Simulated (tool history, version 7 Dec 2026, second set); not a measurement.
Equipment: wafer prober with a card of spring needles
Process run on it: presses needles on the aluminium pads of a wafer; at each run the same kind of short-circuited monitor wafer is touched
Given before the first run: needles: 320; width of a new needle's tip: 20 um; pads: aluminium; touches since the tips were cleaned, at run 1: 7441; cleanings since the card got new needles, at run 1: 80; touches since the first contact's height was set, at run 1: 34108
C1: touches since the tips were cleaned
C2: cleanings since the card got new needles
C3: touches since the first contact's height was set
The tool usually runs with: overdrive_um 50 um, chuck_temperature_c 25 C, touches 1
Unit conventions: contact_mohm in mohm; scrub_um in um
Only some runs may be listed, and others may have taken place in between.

Run 1, hour 0: usual settings; C1 7441; C2 80; C3 34108. Result: contact_mohm 898 mohm, scrub_um 10.584 um.
At hour 6.8: tips cleaned on abrasive film.
At hour 35.5: tips cleaned on abrasive film.
At hour 64.6: tips cleaned on abrasive film.
Run 2, hour 64.6: usual settings; C1 0; C2 83; C3 53720. Result: contact_mohm 255 mohm, scrub_um 10.523 um.
At hour 95.2: tips cleaned on abrasive film.
Run 3, hour 102.4: usual settings but overdrive_um 30 um; C1 2203; C2 84; C3 65246. Result: contact_mohm 1442 mohm, scrub_um 6.246 um.
At hour 107.4: height of the first contact set anew.
At hour 125.9: tips cleaned on abrasive film.
At hour 157.5: tips cleaned on abrasive film.
Run 4, hour 165.4: usual settings but chuck_temperature_c 42 C; C1 2409; C2 86; C3 17624. Result: contact_mohm 627 mohm, scrub_um 10.579 um.
At hour 186.2: tips cleaned on abrasive film.
At hour 217.6: tips cleaned on abrasive film.
Run 5, hour 237.5: usual settings but chuck_temperature_c 42 C; C1 6086; C2 88; C3 39591. Result: contact_mohm 937 mohm, scrub_um 10.554 um.
At hour 248: tips cleaned on abrasive film.
At hour 263.1: tips cleaned on abrasive film, once more.
At hour 291.1: tips cleaned on abrasive film.
At hour 319.2: tips cleaned on abrasive film.
Run 6, hour 322.8: usual settings but chuck_temperature_c 42 C; C1 1103; C2 92; C3 65501. Result: contact_mohm 490 mohm, scrub_um 10.502 um.
At hour 329.9: height of the first contact set anew.
At hour 348.3: tips cleaned on abrasive film.
At hour 375.9: tips cleaned on abrasive film.
Run 7, hour 375.9: usual settings; C1 0; C2 94; C3 13986. Result: contact_mohm 252 mohm, scrub_um 10.586 um.
At hour 406.8: tips cleaned on abrasive film.
Run 8, hour 417.6: usual settings but overdrive_um 45 um; C1 3283; C2 95; C3 26680. Result: contact_mohm 875 mohm, scrub_um 9.512 um.
At hour 434.9: tips cleaned on abrasive film.
At hour 463.2: tips cleaned on abrasive film.
Run 9, hour 463.2: usual settings but overdrive_um 45 um; C1 0; C2 97; C3 40537. Result: contact_mohm 306 mohm, scrub_um 9.479 um.
At hour 491.4: tips cleaned on abrasive film.
Run 10, hour 501.8: usual settings but overdrive_um 45 um; C1 3161; C2 98; C3 52300. Result: contact_mohm 881 mohm, scrub_um 9.465 um.
At hour 520.1: tips cleaned on abrasive film.
At hour 549: tips cleaned on abrasive film.
At hour 549.3: height of the first contact set anew.
Run 11, hour 560.4: usual settings but overdrive_um 45 um; C1 3369; C2 100; C3 3369. Result: contact_mohm 842 mohm, scrub_um 9.565 um.
At hour 577.1: tips cleaned on abrasive film.
At hour 609.5: tips cleaned on abrasive film.
Run 12, hour 626.7: usual settings; C1 5254; C2 102; C3 23555. Result: contact_mohm 885 mohm, scrub_um 10.587 um.
At hour 636.9: tips cleaned on abrasive film.
At hour 669.3: tips cleaned on abrasive film.
Run 13, hour 679: usual settings; C1 2986; C2 104; C3 39475. Result: contact_mohm 716 mohm, scrub_um 10.557 um.
At hour 702.1: tips cleaned on abrasive film.
At hour 731.6: tips cleaned on abrasive film.
Run 14, hour 733.2: usual settings; C1 495; C2 106; C3 55953. Result: contact_mohm 367 mohm, scrub_um 10.519 um.
At hour 759.3: tips cleaned on abrasive film.
At hour 766.3: height of the first contact set anew.
At hour 790: tips cleaned on abrasive film.
Run 15, hour 813.4: usual settings but overdrive_um 54 um, chuck_temperature_c 47 C, touches 2; C1 7147; C2 108; C3 14326. Result: contact_mohm 593 mohm, scrub_um 11.462 um.
At hour 817.1: tips cleaned on abrasive film.
At hour 846: tips cleaned on abrasive film.
At hour 875.5: tips cleaned on abrasive film.
Run 16, hour 892.7: usual settings but overdrive_um 34 um, chuck_temperature_c 105 C; C1 5247; C2 111; C3 38436. Result: contact_mohm 1609 mohm, scrub_um 7.159 um.
At hour 903.9: tips cleaned on abrasive film.
At hour 936.7: tips cleaned on abrasive film.
At hour 965.5: tips cleaned on abrasive film.
Run 17, hour 966.2: usual settings but chuck_temperature_c 27 C, touches 3; C1 199; C2 114; C3 60780. Result: contact_mohm 255 mohm, scrub_um 10.519 um.
At hour 989.5: height of the first contact set anew.
At hour 994.2: tips cleaned on abrasive film.
At hour 1026.7: tips cleaned on abrasive film.
Run 18, hour 1036: usual settings but overdrive_um 52 um, chuck_temperature_c 117 C; C1 2835; C2 116; C3 14128. Result: contact_mohm 597 mohm, scrub_um 11.014 um.
At hour 1053.8: tips cleaned on abrasive film.
At hour 1081.1: tips cleaned on abrasive film.
Run 19, hour 1081.1: usual settings but overdrive_um 38 um, chuck_temperature_c 28 C, touches 3; C1 0; C2 118; C3 27834. Result: contact_mohm 264 mohm, scrub_um 8.016 um.
At hour 1113.8: tips cleaned on abrasive film.
Run 20, hour 1139.3: usual settings but overdrive_um 38 um, chuck_temperature_c 28 C, touches 3; C1 7797; C2 119; C3 45570. Result: contact_mohm 738 mohm, scrub_um 8.001 um.
At hour 1144.7: tips cleaned on abrasive film.
At hour 1177.3: tips cleaned on abrasive film.
Run 21, hour 1186.5: usual settings but overdrive_um 59 um, chuck_temperature_c 32 C; C1 2805; C2 121; C3 59912. Result: contact_mohm 613 mohm, scrub_um 12.444 um.
At hour 1208.6: tips cleaned on abrasive film.
At hour 1208.9: height of the first contact set anew.
At hour 1238.5: tips cleaned on abrasive film.
At hour 1269.2: tips cleaned on abrasive film.
Run 22, hour 1269.5: usual settings; C1 101; C2 124; C3 18443. Result: contact_mohm 315 mohm, scrub_um 10.58 um.
At hour 1299.5: tips cleaned on abrasive film.
Run 23, hour 1318.4: usual settings but overdrive_um 36 um, chuck_temperature_c 44 C; C1 5767; C2 125; C3 33336. Result: contact_mohm 1646 mohm, scrub_um 7.605 um.
At hour 1329.5: tips cleaned on abrasive film.
At hour 1360.1: tips cleaned on abrasive film.
Run 24, hour 1363.5: usual settings but overdrive_um 36 um, chuck_temperature_c 28 C; C1 1056; C2 127; C3 47050. Result: contact_mohm 712 mohm, scrub_um 7.582 um.
At hour 1393.2: tips cleaned on abrasive film.
At hour 1422.6: tips cleaned on abrasive film.
Run 25, hour 1422.6: usual settings but overdrive_um 36 um, chuck_temperature_c 28 C; C1 0; C2 129; C3 65015. Result: contact_mohm 357 mohm, scrub_um 7.558 um.
At hour 1429.6: height of the first contact set anew.
At hour 1451: tips cleaned on abrasive film.
Run 26, hour 1469.4: usual settings but overdrive_um 36 um, chuck_temperature_c 28 C; C1 5610; C2 130; C3 12106. Result: contact_mohm 1616 mohm, scrub_um 7.632 um.
At hour 1482.2: tips cleaned on abrasive film.
At hour 1509.6: tips cleaned on abrasive film.
At hour 1539.1: tips cleaned on abrasive film.
Run 27, hour 1553.1: usual settings but overdrive_um 36 um, chuck_temperature_c 28 C; C1 4271; C2 133; C3 37568. Result: contact_mohm 1532 mohm, scrub_um 7.565 um.
At hour 1570.5: tips cleaned on abrasive film.
At hour 1602.1: tips cleaned on abrasive film.
Run 28, hour 1627.4: usual settings but overdrive_um 39 um, chuck_temperature_c 39 C; C1 7735; C2 135; C3 60189. Result: contact_mohm 1584 mohm, scrub_um 8.189 um.

Measured less the same run without the tool's hidden state. The same run-to-run variation is in both; the gauge's scatter may not be:
Hidden conditions of the tool in this case: debris on the tips, nm; way that the needles fall short of the set height, um; tips' diameter, um; drift of the gauge itself on contact_mohm, %; drift of the gauge itself on scrub_um, %.
run  contact_mohm  scrub_um
  1          +694    -0.044
  2           +54    -0.101
  3         +1221     -0.12
  4          +421    -0.031
  5          +733    -0.066
  6          +285    -0.124
  7           +52    -0.035
  8          +670    -0.051
  9          +103    -0.082
 10          +674    -0.094
 11          +639        +0
 12          +683    -0.034
 13          +516    -0.064
 14          +164    -0.092
 15          +390    -0.015
 16         +1368     -0.06
 17           +50     -0.11
 18          +374    -0.035
 19           +54    -0.059
 20          +527    -0.071
 21          +412    -0.094
 22          +113    -0.026
 23         +1429    -0.038
 24          +500    -0.071
 25          +145    -0.102
 26         +1406    -0.019
 27         +1318    -0.065
 28         +1374    -0.096
